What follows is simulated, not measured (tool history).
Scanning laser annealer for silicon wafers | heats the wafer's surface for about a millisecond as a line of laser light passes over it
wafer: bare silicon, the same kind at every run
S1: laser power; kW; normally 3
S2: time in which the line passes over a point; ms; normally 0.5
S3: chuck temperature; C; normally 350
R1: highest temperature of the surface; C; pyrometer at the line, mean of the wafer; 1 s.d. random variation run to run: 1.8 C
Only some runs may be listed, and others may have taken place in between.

run 1 hour=0 | S1=3 S2=0.5 S3=350 | R1=1048
run 2 hour=43.6 | S1=3 S2=0.5 S3=350 | R1=1046
run 3 hour=77.6 | S1=3.129 S2=0.5 S3=350 | R1=1079
run 4 hour=147 | S1=3.129 S2=0.5 S3=350 | R1=1073
run 5 hour=198.9 | S1=3.241 S2=0.5 S3=350 | R1=1102
run 6 hour=250.8 | S1=3 S2=0.426 S3=350 | R1=988
-- hour=259.3 laser's power meter calibrated
run 7 hour=298.2 | S1=3 S2=0.5 S3=350 | R1=1032
-- hour=314.8 window over the wafer cleaned
run 8 hour=345.3 | S1=3 S2=0.5 S3=350 | R1=1060
run 9 hour=377.8 | S1=3 S2=0.5 S3=350 | R1=1055
-- hour=413.2 laser's power meter calibrated, once more
run 10 hour=450.4 | S1=2.566 S2=0.5 S3=314 | R1=891
run 11 hour=495.9 | S1=2.876 S2=0.567 S3=379 | R1=1069
run 12 hour=543.7 | S1=2.876 S2=0.529 S3=329 | R1=994
run 13 hour=602.5 | S1=2.876 S2=0.529 S3=329 | R1=993
run 14 hour=639 | S1=2.787 S2=0.429 S3=366 | R1=950
run 15 hour=678.1 | S1=2.787 S2=0.429 S3=366 | R1=947
run 16 hour=713.4 | S1=2.787 S2=0.429 S3=366 | R1=946
run 17 hour=767.4 | S1=3.272 S2=0.429 S3=366 | R1=1060

What would each run have given without the hidden state, its run-to-run variation left as it was?
Hidden conditions of the tool in this case: light that passes the window, % of a clean one's; laser's true power over the reading, %; width of the line over the set one, %; drift of the gauge itself on peak_c, C.
run=1 R1=1059
run=2 R1=1061
run=3 R1=1096
run=4 R1=1095
run=5 R1=1128
run=6 R1=1013
run=7 R1=1061
run=8 R1=1061
run=9 R1=1058
run=10 R1=907
run=11 R1=1091
run=12 R1=1019
run=13 R1=1021
run=14 R1=977
run=15 R1=976
run=16 R1=977
run=17 R1=1101
